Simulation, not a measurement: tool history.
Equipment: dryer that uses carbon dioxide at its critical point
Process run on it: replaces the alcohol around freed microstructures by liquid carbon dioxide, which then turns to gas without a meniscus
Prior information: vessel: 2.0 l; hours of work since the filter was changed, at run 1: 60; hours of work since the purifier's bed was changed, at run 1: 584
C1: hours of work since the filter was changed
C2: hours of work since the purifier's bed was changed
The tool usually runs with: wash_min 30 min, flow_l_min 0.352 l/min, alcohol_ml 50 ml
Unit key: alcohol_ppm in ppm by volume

{"run": 1, "hour": 0.0, "wash_min": 30, "flow_l_min": 0.352, "alcohol_ml": 50, "C1": 60, "C2": 584, "alcohol_ppm": 378}
{"run": 2, "hour": 46.7, "wash_min": 30, "flow_l_min": 0.352, "alcohol_ml": 50, "C1": 80, "C2": 604, "alcohol_ppm": 383}
{"run": 3, "hour": 72.7, "wash_min": 30, "flow_l_min": 0.352, "alcohol_ml": 40, "C1": 91, "C2": 616, "alcohol_ppm": 341}
{"run": 4, "hour": 107.5, "wash_min": 30, "flow_l_min": 0.352, "alcohol_ml": 40, "C1": 106, "C2": 630, "alcohol_ppm": 349}
{"run": 5, "hour": 151.3, "wash_min": 30, "flow_l_min": 0.352, "alcohol_ml": 40, "C1": 125, "C2": 649, "alcohol_ppm": 354}
{"run": 6, "hour": 185.2, "wash_min": 30, "flow_l_min": 0.352, "alcohol_ml": 40, "C1": 139, "C2": 664, "alcohol_ppm": 372}
{"run": 7, "hour": 232.0, "wash_min": 30, "flow_l_min": 0.352, "alcohol_ml": 50, "C1": 159, "C2": 684, "alcohol_ppm": 455}
{"run": 8, "hour": 271.2, "wash_min": 30, "flow_l_min": 0.352, "alcohol_ml": 50, "C1": 176, "C2": 700, "alcohol_ppm": 444}
{"run": 9, "hour": 317.3, "wash_min": 30, "flow_l_min": 0.352, "alcohol_ml": 50, "C1": 196, "C2": 720, "alcohol_ppm": 489}
{"run": 10, "hour": 361.2, "wash_min": 38, "flow_l_min": 0.352, "alcohol_ml": 69, "C1": 215, "C2": 739, "alcohol_ppm": 283}
{"run": 11, "hour": 394.1, "wash_min": 39, "flow_l_min": 0.592, "alcohol_ml": 69, "C1": 229, "C2": 753, "alcohol_ppm": 116}
{"run": 12, "hour": 425.5, "wash_min": 39, "flow_l_min": 0.592, "alcohol_ml": 69, "C1": 242, "C2": 767, "alcohol_ppm": 106}
{"run": 13, "hour": 461.0, "wash_min": 39, "flow_l_min": 0.592, "alcohol_ml": 69, "C1": 257, "C2": 782, "alcohol_ppm": 113}
{"run": 14, "hour": 486.9, "wash_min": 39, "flow_l_min": 0.592, "alcohol_ml": 69, "C1": 268, "C2": 793, "alcohol_ppm": 116}
{"hour": 498.2, "done": "inlet filter changed"}
{"run": 15, "hour": 522.0, "wash_min": 39, "flow_l_min": 0.592, "alcohol_ml": 69, "C1": 10, "C2": 807, "alcohol_ppm": 113}
{"run": 16, "hour": 558.6, "wash_min": 39, "flow_l_min": 0.592, "alcohol_ml": 69, "C1": 26, "C2": 823, "alcohol_ppm": 124}
{"run": 17, "hour": 606.4, "wash_min": 37, "flow_l_min": 0.533, "alcohol_ml": 50, "C1": 46, "C2": 843, "alcohol_ppm": 110}
{"run": 18, "hour": 644.7, "wash_min": 37, "flow_l_min": 0.533, "alcohol_ml": 50, "C1": 63, "C2": 860, "alcohol_ppm": 123}

Consider 3 possible next runs. They are alternatives, not a sequence: every one starts from the tool as it was left by run 18. What does each give?
{"run": "A", "hour": 679.9, "wash_min": 22, "flow_l_min": 0.49, "alcohol_ml": 39, "C1": 78, "C2": 875, "alcohol_ppm": "?"}
{"run": "B", "hour": 679.9, "wash_min": 40, "flow_l_min": 0.352, "alcohol_ml": 27, "C1": 78, "C2": 875, "alcohol_ppm": "?"}
{"run": "C", "hour": 679.9, "wash_min": 30, "flow_l_min": 0.231, "alcohol_ml": 50, "C1": 78, "C2": 875, "alcohol_ppm": "?"}

run=A alcohol_ppm=305
run=B alcohol_ppm=160
run=C alcohol_ppm=1637
The same runs, with their run-to-run variation unchanged, on a tool lacking any hidden condition would have given:
run=A alcohol_ppm=155
run=B alcohol_ppm=34
run=C alcohol_ppm=1355
